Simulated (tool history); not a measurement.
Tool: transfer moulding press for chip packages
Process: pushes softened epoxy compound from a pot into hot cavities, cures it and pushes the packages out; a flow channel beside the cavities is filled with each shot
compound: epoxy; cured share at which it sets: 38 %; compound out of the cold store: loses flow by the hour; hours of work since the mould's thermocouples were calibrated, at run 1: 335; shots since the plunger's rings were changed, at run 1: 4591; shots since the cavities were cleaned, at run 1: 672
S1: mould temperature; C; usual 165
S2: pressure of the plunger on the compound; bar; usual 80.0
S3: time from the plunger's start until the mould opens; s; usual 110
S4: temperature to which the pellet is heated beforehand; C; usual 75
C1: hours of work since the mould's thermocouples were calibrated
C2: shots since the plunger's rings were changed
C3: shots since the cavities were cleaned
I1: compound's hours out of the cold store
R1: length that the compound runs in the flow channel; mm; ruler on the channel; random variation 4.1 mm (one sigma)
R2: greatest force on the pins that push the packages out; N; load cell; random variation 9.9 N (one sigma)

{"run": 1, "hour": 0.0, "S1": 165, "S2": 80.0, "S3": 110, "S4": 75, "C1": 335, "C2": 4591, "C3": 672, "I1": 46.4, "R1": 471, "R2": 715}
{"hour": 14.4, "done": "cavities cleaned with cleaning compound and waxed"}
{"hour": 77.7, "done": "cavities cleaned with cleaning compound and waxed"}
{"run": 2, "hour": 99.5, "S1": 165, "S2": 80.0, "S3": 110, "S4": 75, "C1": 412, "C2": 5863, "C3": 288, "I1": 38.1, "R1": 465, "R2": 570}
{"hour": 140.9, "done": "cavities cleaned with cleaning compound and waxed"}
{"hour": 186.0, "done": "plunger's sealing rings changed"}
{"run": 3, "hour": 196.9, "S1": 165, "S2": 80.0, "S3": 110, "S4": 65, "C1": 486, "C2": 143, "C3": 704, "I1": 41.5, "R1": 505, "R2": 742}
{"hour": 206.0, "done": "cavities cleaned with cleaning compound and waxed"}
{"run": 4, "hour": 242.4, "S1": 165, "S2": 80.0, "S3": 110, "S4": 65, "C1": 521, "C2": 723, "C3": 479, "I1": 28.6, "R1": 514, "R2": 673}
{"hour": 268.8, "done": "cavities cleaned with cleaning compound and waxed"}
{"run": 5, "hour": 302.8, "S1": 165, "S2": 80.0, "S3": 110, "S4": 65, "C1": 568, "C2": 1500, "C3": 448, "I1": 47.8, "R1": 490, "R2": 649}
{"hour": 332.6, "done": "cavities cleaned with cleaning compound and waxed"}
{"hour": 392.0, "done": "cavities cleaned with cleaning compound and waxed"}
{"run": 6, "hour": 402.6, "S1": 165, "S2": 80.0, "S3": 110, "S4": 75, "C1": 645, "C2": 2776, "C3": 139, "I1": 17.0, "R1": 517, "R2": 546}
{"hour": 453.3, "done": "cavities cleaned with cleaning compound and waxed"}
{"run": 7, "hour": 482.7, "S1": 165, "S2": 80.0, "S3": 110, "S4": 75, "C1": 708, "C2": 3812, "C3": 387, "I1": 41.7, "R1": 475, "R2": 596}
{"hour": 513.3, "done": "cavities cleaned with cleaning compound and waxed"}
{"hour": 574.2, "done": "cavities cleaned with cleaning compound and waxed"}
{"run": 8, "hour": 574.2, "S1": 165, "S2": 80.0, "S3": 121, "S4": 75, "C1": 778, "C2": 4978, "C3": 0, "I1": 38.0, "R1": 471, "R2": 370}
{"hour": 590.8, "done": "mould's thermocouples calibrated"}
{"hour": 638.6, "done": "cavities cleaned with cleaning compound and waxed"}
{"run": 9, "hour": 669.0, "S1": 165, "S2": 67.9, "S3": 110, "S4": 75, "C1": 61, "C2": 6181, "C3": 400, "I1": 44.3, "R1": 419, "R2": 637}
{"hour": 699.6, "done": "cavities cleaned with cleaning compound and waxed"}
{"hour": 729.6, "done": "plunger's sealing rings changed"}
{"run": 10, "hour": 752.5, "S1": 165, "S2": 67.9, "S3": 110, "S4": 75, "C1": 125, "C2": 302, "C3": 665, "I1": 19.1, "R1": 487, "R2": 747}
{"hour": 769.4, "done": "cavities cleaned with cleaning compound and waxed"}
{"run": 11, "hour": 823.1, "S1": 165, "S2": 67.9, "S3": 110, "S4": 75, "C1": 180, "C2": 1212, "C3": 708, "I1": 37.7, "R1": 459, "R2": 767}
{"hour": 829.1, "done": "cavities cleaned with cleaning compound and waxed"}
{"hour": 896.5, "done": "cavities cleaned with cleaning compound and waxed"}
{"run": 12, "hour": 901.1, "S1": 158, "S2": 67.9, "S3": 110, "S4": 75, "C1": 239, "C2": 2200, "C3": 59, "I1": 17.2, "R1": 489, "R2": 753}
{"hour": 957.7, "done": "cavities cleaned with cleaning compound and waxed"}
{"run": 13, "hour": 960.3, "S1": 165, "S2": 80.0, "S3": 110, "S4": 75, "C1": 285, "C2": 2961, "C3": 34, "I1": 31.5, "R1": 492, "R2": 468}
{"run": 14, "hour": 1003.9, "S1": 162, "S2": 70.7, "S3": 110, "S4": 75, "C1": 320, "C2": 3536, "C3": 609, "I1": 43.9, "R1": 451, "R2": 811}
{"hour": 1023.5, "done": "cavities cleaned with cleaning compound and waxed"}
{"run": 15, "hour": 1048.7, "S1": 157, "S2": 60.2, "S3": 104, "S4": 66, "C1": 355, "C2": 4107, "C3": 333, "I1": 11.8, "R1": 456, "R2": 1228}
{"hour": 1082.6, "done": "cavities cleaned with cleaning compound and waxed"}
{"run": 16, "hour": 1135.9, "S1": 165, "S2": 92.1, "S3": 110, "S4": 80, "C1": 423, "C2": 5237, "C3": 704, "I1": 44.6, "R1": 497, "R2": 762}
{"hour": 1144.6, "done": "cavities cleaned with cleaning compound and waxed"}
{"hour": 1204.1, "done": "cavities cleaned with cleaning compound and waxed"}
{"run": 17, "hour": 1204.1, "S1": 165, "S2": 80.0, "S3": 108, "S4": 66, "C1": 475, "C2": 6095, "C3": 0, "I1": 13.0, "R1": 496, "R2": 440}
{"run": 18, "hour": 1252.3, "S1": 165, "S2": 80.0, "S3": 108, "S4": 66, "C1": 513, "C2": 6731, "C3": 636, "I1": 41.3, "R1": 465, "R2": 746}
{"hour": 1271.1, "done": "plunger's sealing rings changed"}
{"hour": 1272.6, "done": "cavities cleaned with cleaning compound and waxed"}
{"run": 19, "hour": 1313.5, "S1": 165, "S2": 80.0, "S3": 108, "S4": 66, "C1": 559, "C2": 539, "C3": 539, "I1": 9.0, "R1": 541, "R2": 767}
{"hour": 1334.3, "done": "cavities cleaned with cleaning compound and waxed"}
{"hour": 1400.7, "done": "cavities cleaned with cleaning compound and waxed"}
{"run": 20, "hour": 1417.1, "S1": 165, "S2": 80.0, "S3": 108, "S4": 66, "C1": 639, "C2": 1865, "C3": 216, "I1": 20.5, "R1": 523, "R2": 583}
{"hour": 1466.8, "done": "cavities cleaned with cleaning compound and waxed"}
{"run": 21, "hour": 1495.8, "S1": 165, "S2": 80.0, "S3": 108, "S4": 66, "C1": 700, "C2": 2883, "C3": 382, "I1": 26.8, "R1": 502, "R2": 646}
{"hour": 1529.5, "done": "cavities cleaned with cleaning compound and waxed"}
{"run": 22, "hour": 1566.3, "S1": 171, "S2": 92.4, "S3": 109, "S4": 68, "C1": 755, "C2": 3792, "C3": 485, "I1": 41.0, "R1": 504, "R2": 563}
{"hour": 1591.6, "done": "cavities cleaned with cleaning compound and waxed"}
{"hour": 1612.8, "done": "mould's thermocouples calibrated"}
{"hour": 1653.2, "done": "cavities cleaned with cleaning compound and waxed"}
{"run": 23, "hour": 1667.6, "S1": 163, "S2": 80.0, "S3": 110, "S4": 75, "C1": 43, "C2": 5062, "C3": 191, "I1": 27.2, "R1": 489, "R2": 629}
{"hour": 1713.7, "done": "cavities cleaned with cleaning compound and waxed"}
{"run": 24, "hour": 1726.4, "S1": 163, "S2": 80.0, "S3": 110, "S4": 75, "C1": 88, "C2": 5817, "C3": 168, "I1": 27.8, "R1": 480, "R2": 615}
{"hour": 1779.9, "done": "cavities cleaned with cleaning compound and waxed"}
{"hour": 1814.1, "done": "plunger's sealing rings changed"}
{"run": 25, "hour": 1814.1, "S1": 169, "S2": 93.0, "S3": 110, "S4": 75, "C1": 155, "C2": 0, "C3": 418, "I1": 23.8, "R1": 559, "R2": 566}

3 ways to go on from here, each from the tool as it stands after run 25. What would each give?
{"hour": 1842.4, "done": "cavities cleaned with cleaning compound and waxed"}
{"run": "A", "hour": 1874.1, "S1": 169, "S2": 93.0, "S3": 141, "S4": 69, "C1": 201, "C2": 771, "C3": 418, "I1": 9.8, "R1": "?", "R2": "?"}
{"hour": 1842.4, "done": "cavities cleaned with cleaning compound and waxed"}
{"run": "B", "hour": 1874.1, "S1": 171, "S2": 93.0, "S3": 119, "S4": 74, "C1": 201, "C2": 771, "C3": 418, "I1": 29.9, "R1": "?", "R2": "?"}
{"hour": 1842.4, "done": "cavities cleaned with cleaning compound and waxed"}
{"run": "C", "hour": 1874.1, "S1": 169, "S2": 68.1, "S3": 147, "S4": 75, "C1": 201, "C2": 771, "C3": 418, "I1": 31.2, "R1": "?", "R2": "?"}

run=A R1=571 R2=504
run=B R1=541 R2=527
run=C R1=466 R2=522
Without the tool's hidden state the same runs would have given:
run=A R1=578 R2=332
run=B R1=547 R2=347
run=C R1=472 R2=343
